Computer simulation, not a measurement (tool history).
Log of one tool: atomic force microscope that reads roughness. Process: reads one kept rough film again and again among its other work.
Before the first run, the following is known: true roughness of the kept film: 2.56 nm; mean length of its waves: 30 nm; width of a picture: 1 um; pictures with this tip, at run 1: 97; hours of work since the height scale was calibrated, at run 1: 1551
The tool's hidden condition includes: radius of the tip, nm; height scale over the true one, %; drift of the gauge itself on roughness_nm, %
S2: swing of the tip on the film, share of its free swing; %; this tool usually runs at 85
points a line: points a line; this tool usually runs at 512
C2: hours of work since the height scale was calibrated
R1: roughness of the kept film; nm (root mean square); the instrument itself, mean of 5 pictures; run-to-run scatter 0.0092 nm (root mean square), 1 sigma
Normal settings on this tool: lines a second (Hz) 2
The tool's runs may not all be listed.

{"run": 1, "hour": 0.0, "lines a second (Hz)": 2, "S2": 85, "points a line": 512, "pictures with this tip": 97, "C2": 1551, "R1": 1.826}
{"hour": 13.2, "done": "new tip fitted"}
{"run": 2, "hour": 44.5, "lines a second (Hz)": 2, "S2": 85, "points a line": 512, "pictures with this tip": 67, "C2": 1581, "R1": 1.895}
{"hour": 65.4, "done": "new tip fitted"}
{"run": 3, "hour": 92.8, "lines a second (Hz)": 2, "S2": 85, "points a line": 333, "pictures with this tip": 59, "C2": 1615, "R1": 1.94}
{"hour": 117.7, "done": "new tip fitted"}
{"run": 4, "hour": 152.7, "lines a second (Hz)": 2, "S2": 85, "points a line": 333, "pictures with this tip": 76, "C2": 1656, "R1": 1.875}
{"hour": 172.8, "done": "new tip fitted"}
{"run": 5, "hour": 208.4, "lines a second (Hz)": 2, "S2": 57, "points a line": 512, "pictures with this tip": 77, "C2": 1695, "R1": 2.098}
{"hour": 229.5, "done": "new tip fitted"}
{"run": 6, "hour": 269.3, "lines a second (Hz)": 2, "S2": 57, "points a line": 512, "pictures with this tip": 86, "C2": 1737, "R1": 2.127}
{"hour": 281.3, "done": "new tip fitted"}
{"run": 7, "hour": 310.6, "lines a second (Hz)": 2, "S2": 57, "points a line": 512, "pictures with this tip": 63, "C2": 1765, "R1": 2.121}
{"hour": 336.6, "done": "new tip fitted"}
{"run": 8, "hour": 350.9, "lines a second (Hz)": 2, "S2": 85, "points a line": 587, "pictures with this tip": 31, "C2": 1793, "R1": 2.014}
{"hour": 391.5, "done": "new tip fitted"}
{"hour": 411.7, "done": "height scale calibrated on a step standard"}
{"run": 9, "hour": 413.1, "lines a second (Hz)": 2, "S2": 85, "points a line": 587, "pictures with this tip": 44, "C2": 1, "R1": 1.938}
{"hour": 447.7, "done": "new tip fitted"}
{"run": 10, "hour": 462.2, "lines a second (Hz)": 2, "S2": 85, "points a line": 587, "pictures with this tip": 32, "C2": 35, "R1": 1.933}
{"hour": 504.8, "done": "new tip fitted"}
{"run": 11, "hour": 529.6, "lines a second (Hz)": 2, "S2": 85, "points a line": 512, "pictures with this tip": 54, "C2": 82, "R1": 1.932}
{"hour": 559.7, "done": "new tip fitted"}
{"run": 12, "hour": 605.3, "lines a second (Hz)": 2, "S2": 85, "points a line": 512, "pictures with this tip": 99, "C2": 134, "R1": 1.812}
{"hour": 615.9, "done": "new tip fitted"}
{"run": 13, "hour": 653.0, "lines a second (Hz)": 2, "S2": 85, "points a line": 512, "pictures with this tip": 80, "C2": 167, "R1": 1.835}
{"hour": 672.7, "done": "new tip fitted"}
{"run": 14, "hour": 692.2, "lines a second (Hz)": 2, "S2": 85, "points a line": 512, "pictures with this tip": 42, "C2": 194, "R1": 1.926}
{"hour": 727.1, "done": "new tip fitted"}
{"run": 15, "hour": 771.0, "lines a second (Hz)": 0.89, "S2": 73, "points a line": 347, "pictures with this tip": 95, "C2": 248, "R1": 2.008}
{"hour": 782.2, "done": "new tip fitted"}
{"hour": 837.0, "done": "new tip fitted"}
{"run": 16, "hour": 837.0, "lines a second (Hz)": 0.7, "S2": 67, "points a line": 335, "pictures with this tip": 0, "C2": 294, "R1": 2.319}
{"run": 17, "hour": 871.0, "lines a second (Hz)": 2.38, "S2": 81, "points a line": 550, "pictures with this tip": 74, "C2": 318, "R1": 1.872}
{"hour": 889.0, "done": "new tip fitted"}
{"run": 18, "hour": 937.1, "lines a second (Hz)": 2.38, "S2": 81, "points a line": 550, "pictures with this tip": 104, "C2": 363, "R1": 1.784}
{"hour": 945.4, "done": "new tip fitted"}
{"run": 19, "hour": 972.7, "lines a second (Hz)": 1.69, "S2": 67, "points a line": 550, "pictures with this tip": 59, "C2": 388, "R1": 2.093}
{"hour": 998.3, "done": "new tip fitted"}
{"run": 20, "hour": 1019.2, "lines a second (Hz)": 2, "S2": 78, "points a line": 265, "pictures with this tip": 45, "C2": 420, "R1": 1.99}
{"hour": 1051.2, "done": "new tip fitted"}
{"run": 21, "hour": 1094.6, "lines a second (Hz)": 2, "S2": 85, "points a line": 450, "pictures with this tip": 94, "C2": 472, "R1": 1.842}
{"hour": 1103.4, "done": "new tip fitted"}
{"run": 22, "hour": 1130.4, "lines a second (Hz)": 2.6, "S2": 85, "points a line": 450, "pictures with this tip": 58, "C2": 497, "R1": 1.808}
{"hour": 1159.3, "done": "new tip fitted"}
{"run": 23, "hour": 1204.8, "lines a second (Hz)": 3.28, "S2": 65, "points a line": 512, "pictures with this tip": 99, "C2": 548, "R1": 1.945}
{"hour": 1214.9, "done": "new tip fitted"}
{"hour": 1266.8, "done": "new tip fitted"}
{"run": 24, "hour": 1283.9, "lines a second (Hz)": 0.61, "S2": 72, "points a line": 261, "pictures with this tip": 37, "C2": 603, "R1": 2.151}
{"hour": 1319.5, "done": "new tip fitted"}
{"run": 25, "hour": 1361.2, "lines a second (Hz)": 0.61, "S2": 72, "points a line": 261, "pictures with this tip": 91, "C2": 656, "R1": 2.065}
{"hour": 1378.4, "done": "new tip fitted"}
{"run": 26, "hour": 1410.0, "lines a second (Hz)": 1.6, "S2": 64, "points a line": 512, "pictures with this tip": 68, "C2": 690, "R1": 2.084}
{"hour": 1432.6, "done": "new tip fitted"}
{"run": 27, "hour": 1460.4, "lines a second (Hz)": 2, "S2": 85, "points a line": 362, "pictures with this tip": 61, "C2": 725, "R1": 1.907}

Each row is a separate what-if for the run after 27, all from the same tool condition, not one after another. Results?
{"hour": 1489.6, "done": "new tip fitted"}
{"run": "A", "hour": 1537.4, "lines a second (Hz)": 0.75, "S2": 85, "points a line": 362, "pictures with this tip": 104, "C2": 778, "R1": "?"}
{"hour": 1489.6, "done": "new tip fitted"}
{"run": "B", "hour": 1537.4, "lines a second (Hz)": 2.87, "S2": 85, "points a line": 512, "pictures with this tip": 104, "C2": 778, "R1": "?"}
{"hour": 1489.6, "done": "new tip fitted"}
{"run": "C", "hour": 1537.4, "lines a second (Hz)": 1.09, "S2": 59, "points a line": 464, "pictures with this tip": 104, "C2": 778, "R1": "?"}
{"hour": 1489.6, "done": "new tip fitted"}
{"run": "D", "hour": 1537.4, "lines a second (Hz)": 0.71, "S2": 62, "points a line": 512, "pictures with this tip": 104, "C2": 778, "R1": "?"}

run=A R1=1.975
run=B R1=1.712
run=C R1=2.039
run=D R1=2.034
Had the tool no hidden state, the same runs would have come out as:
run=A R1=2.243
run=B R1=1.946
run=C R1=2.316
run=D R1=2.312
